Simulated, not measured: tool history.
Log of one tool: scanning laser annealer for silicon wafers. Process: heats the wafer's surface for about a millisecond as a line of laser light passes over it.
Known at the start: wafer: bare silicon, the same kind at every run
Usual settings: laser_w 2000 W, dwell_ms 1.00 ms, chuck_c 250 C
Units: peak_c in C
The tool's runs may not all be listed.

Run 1, hour 0.0: usual settings. Result: peak_c 1066 C.
Run 2, hour 31.3: usual settings. Result: peak_c 1065 C.
Run 3, hour 54.9: usual settings. Result: peak_c 1064 C.
Run 4, hour 101.6: usual settings but laser_w 2061 W. Result: peak_c 1097 C.
Run 5, hour 145.8: usual settings but laser_w 2061 W. Result: peak_c 1097 C.
Run 6, hour 194.4: usual settings but laser_w 2061 W. Result: peak_c 1095 C.
Run 7, hour 243.8: usual settings but chuck_c 230 C. Result: peak_c 1046 C.
Run 8, hour 268.3: usual settings but chuck_c 230 C. Result: peak_c 1048 C.
Run 9, hour 311.8: usual settings but laser_w 1993 W. Result: peak_c 1061 C.
Run 10, hour 340.0: usual settings but laser_w 1894 W. Result: peak_c 1013 C.
Run 11, hour 383.8: usual settings but laser_w 1894 W. Result: peak_c 1017 C.
Run 12, hour 422.5: usual settings but laser_w 1894 W. Result: peak_c 1017 C.
Run 13, hour 456.3: usual settings. Result: peak_c 1067 C.
Run 14, hour 487.2: usual settings. Result: peak_c 1067 C.
Run 15, hour 511.8: usual settings. Result: peak_c 1067 C.
Run 16, hour 554.9: usual settings but dwell_ms 0.74 ms. Result: peak_c 954 C.
Run 17, hour 592.5: usual settings but dwell_ms 0.73 ms. Result: peak_c 958 C.
Run 18, hour 643.2: usual settings but dwell_ms 0.73 ms. Result: peak_c 950 C.
Run 19, hour 678.8: usual settings but dwell_ms 0.73 ms. Result: peak_c 954 C.
Run 20, hour 721.9: usual settings but laser_w 2027 W, dwell_ms 0.73 ms. Result: peak_c 966 C.
At hour 730.8: window over the wafer cleaned.
Run 21, hour 767.0: usual settings but laser_w 1973 W, dwell_ms 1.09 ms, chuck_c 245 C. Result: peak_c 1081 C.
Run 22, hour 815.6: usual settings but laser_w 1973 W, dwell_ms 1.09 ms, chuck_c 245 C. Result: peak_c 1078 C.
Run 23, hour 844.4: usual settings but laser_w 1973 W, dwell_ms 1.09 ms, chuck_c 245 C. Result: peak_c 1081 C.
Run 24, hour 871.4: usual settings but dwell_ms 0.73 ms, chuck_c 268 C. Result: peak_c 969 C.
Run 25, hour 918.0: usual settings but laser_w 1784 W, dwell_ms 1.25 ms, chuck_c 272 C. Result: peak_c 1065 C.
Run 26, hour 952.4: usual settings but laser_w 2111 W, dwell_ms 1.25 ms, chuck_c 260 C. Result: peak_c 1226 C.
Run 27, hour 973.9: usual settings but laser_w 2111 W, dwell_ms 1.25 ms, chuck_c 260 C. Result: peak_c 1228 C.
Run 28, hour 1006.6: usual settings but laser_w 2111 W, dwell_ms 0.74 ms, chuck_c 260 C. Result: peak_c 1015 C.
Run 29, hour 1045.6: usual settings but dwell_ms 0.79 ms. Result: peak_c 976 C.
At hour 1063.3: optics aligned, line set to its width.
Run 30, hour 1102.2: usual settings but dwell_ms 0.79 ms. Result: peak_c 981 C.
Run 31, hour 1141.0: usual settings but laser_w 1897 W, dwell_ms 0.80 ms, chuck_c 227 C. Result: peak_c 918 C.
Run 32, hour 1173.3: usual settings but laser_w 1771 W, chuck_c 270 C. Result: peak_c 976 C.
Run 33, hour 1194.9: usual settings but laser_w 1928 W, chuck_c 232 C. Result: peak_c 1010 C.
Run 34, hour 1224.3: usual settings but laser_w 1751 W, dwell_ms 1.04 ms, chuck_c 258 C. Result: peak_c 969 C.
Run 35, hour 1246.7: usual settings but laser_w 1751 W, dwell_ms 1.04 ms, chuck_c 258 C. Result: peak_c 968 C.
Run 36, hour 1280.7: usual settings but laser_w 1726 W, dwell_ms 0.98 ms, chuck_c 276 C. Result: peak_c 956 C.
Run 37, hour 1314.2: usual settings but laser_w 1726 W, dwell_ms 0.98 ms, chuck_c 276 C. Result: peak_c 954 C.
Run 38, hour 1346.3: usual settings but laser_w 2138 W, chuck_c 241 C. Result: peak_c 1124 C.
Run 39, hour 1382.0: usual settings but laser_w 1731 W, chuck_c 277 C. Result: peak_c 966 C.
Run 40, hour 1417.8: usual settings but laser_w 1901 W, dwell_ms 0.95 ms, chuck_c 213 C. Result: peak_c 965 C.

3 ways to go on from here, each from the tool as it stands after run 40. What would each give?
Run A, hour 1450.9: usual settings but laser_w 1901 W, dwell_ms 0.95 ms, chuck_c 229 C. Result: peak_c ?.
Run B, hour 1450.9: usual settings but laser_w 1772 W, dwell_ms 0.75 ms. Result: peak_c ?.
Run C, hour 1450.9: usual settings but laser_w 1916 W, dwell_ms 0.95 ms, chuck_c 213 C. Result: peak_c ?.

run  peak_c
  A     981
  B     869
  C     970
Without the tool's hidden state the same runs would have given:
run  peak_c
  A     981
  B     870
  C     970

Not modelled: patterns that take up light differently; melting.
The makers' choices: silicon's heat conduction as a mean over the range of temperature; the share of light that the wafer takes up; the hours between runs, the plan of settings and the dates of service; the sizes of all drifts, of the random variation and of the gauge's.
